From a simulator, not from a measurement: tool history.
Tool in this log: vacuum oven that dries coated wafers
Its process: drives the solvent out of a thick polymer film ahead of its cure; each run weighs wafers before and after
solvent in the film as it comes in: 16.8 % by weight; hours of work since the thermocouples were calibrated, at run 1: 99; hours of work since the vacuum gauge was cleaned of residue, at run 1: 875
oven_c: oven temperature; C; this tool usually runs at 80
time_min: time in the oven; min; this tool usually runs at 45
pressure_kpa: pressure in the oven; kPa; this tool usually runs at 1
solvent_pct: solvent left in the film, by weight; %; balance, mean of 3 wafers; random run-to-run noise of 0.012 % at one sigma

| run | day | oven_c | time_min | pressure_kpa | hours of work since the thermocouples were calibrated | hours of work since the vacuum gauge was cleaned of residue | solvent_pct |
|---|---|---|---|---|---|---|---|
| 1 | 0 | 80 | 45 | 1 | 99 | 875 | 1.3 |
| 2 | 0.854 | 80 | 24 | 1 | 113 | 890 | 3.3 |
| 3 | 2.546 | 80 | 45 | 1.18 | 142 | 918 | 1.4 |
| 4 | 4.217 | 80 | 45 | 1 | 170 | 947 | 1.33 |
| 5 | 5.004 | 80 | 45 | 1 | 184 | 960 | 1.31 |
| 6 | 5.783 | 80 | 45 | 1 | 197 | 973 | 1.29 |
| 7 | 6.912 | 80 | 45 | 1 | 216 | 992 | 1.31 |
| 8 | 8.117 | 80 | 45 | 1 | 237 | 1013 | 1.32 |
| 9 | 8.879 | 80 | 45 | 1 | 250 | 1026 | 1.31 |
| 10 | 10.362 | 92 | 45 | 1 | 275 | 1051 | 0.45 |
| 11 | 11.833 | 92 | 45 | 1 | 300 | 1076 | 0.42 |
| 12 | 12.971 | 93 | 22 | 1 | 319 | 1095 | 0.8 |
| 13 | 13.721 | 80 | 76 | 3 | 332 | 1108 | 1.87 |
| 14 | 14.604 | 80 | 76 | 3 | 347 | 1123 | 1.84 |
| 15 | 15.762 | 80 | 23 | 3.78 | 367 | 1143 | 4.69 |
| 16 | 16.983 | 80 | 23 | 3.78 | 387 | 1164 | 4.69 |
| 17 | 18.154 | 80 | 23 | 1.72 | 407 | 1183 | 3.73 |

What does the tool deliver on the next run?
| 18 | 19.721 | 70 | 23 | 1.29 | 434 | 1210 | ? |

solvent_pct: 7.1 %
Had the tool carried no hidden state, the very same run would have given solvent_pct 7.2 %.
